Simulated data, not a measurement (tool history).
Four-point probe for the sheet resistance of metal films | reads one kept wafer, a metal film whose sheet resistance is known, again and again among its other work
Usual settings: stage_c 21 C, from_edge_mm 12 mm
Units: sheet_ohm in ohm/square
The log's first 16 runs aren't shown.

run    hour  stage_c  from_edge_mm  touches since the probe head was changed  hours of work since the stage's thermometer was calibrated  sheet_ohm
 17  1628.3       21            12                                    167139                                                         676   1.270649
 18  1766.5       22            12                                    170942                                                         749   1.270021
 19  1890.4       29            12                                    174348                                                         814   1.265002
 20  1963.8       29            12                                    176368                                                         853   1.264807
 21  2075.5       20            65                                    179441                                                         911   1.264247
 22  2198.4       25            12                                    182821                                                         976   1.267566
 23  2255.9       28             7                                    184401                                                        1006   1.279632
 24  2373.0       28             7                                    187621                                                        1068   1.279657
 25  2495.9       25            12                                    191003                                                        1132   1.267453
 26  2595.0       22            14                                    193727                                                        1184   1.267767
 27  2685.0       22            14                                    196203                                                        1231   1.267288
 28  2776.6       22            14                                    198721                                                        1279   1.267699
 29  2866.8       22            14                                    201203                                                        1327   1.267867
 30  2930.3       21            37                                    202949                                                        1360   1.263444
     2937.3  -- stage's thermometer calibrated
 31  3037.6       21            37                                    205887                                                          53   1.263561
 32  3152.8       21            37                                    209054                                                         113   1.263643
 33  3232.3       21            37                                    211240                                                         155   1.264127
 34  3314.8       21            37                                    213511                                                         198   1.263874
 35  3388.0       22            67                                    215522                                                         237   1.262358

Forecast each of these 5 alternatives for the next run:
  A  3476.6       31            26                                    217961                                                         283          ?
  B  3476.6       22            67                                    217961                                                         283          ?
  C  3476.6       34            41                                    217961                                                         283          ?
  D  3476.6       21            38                                    217961                                                         283          ?
  E  3476.6       23             7                                    217961                                                         283          ?

run  sheet_ohm
  A   1.257946
  B   1.262553
  C   1.254816
  D   1.263630
  E   1.283241
Without the tool's hidden state the same runs would have given:
run  sheet_ohm
  A   1.257898
  B   1.262505
  C   1.254768
  D   1.263582
  E   1.283193
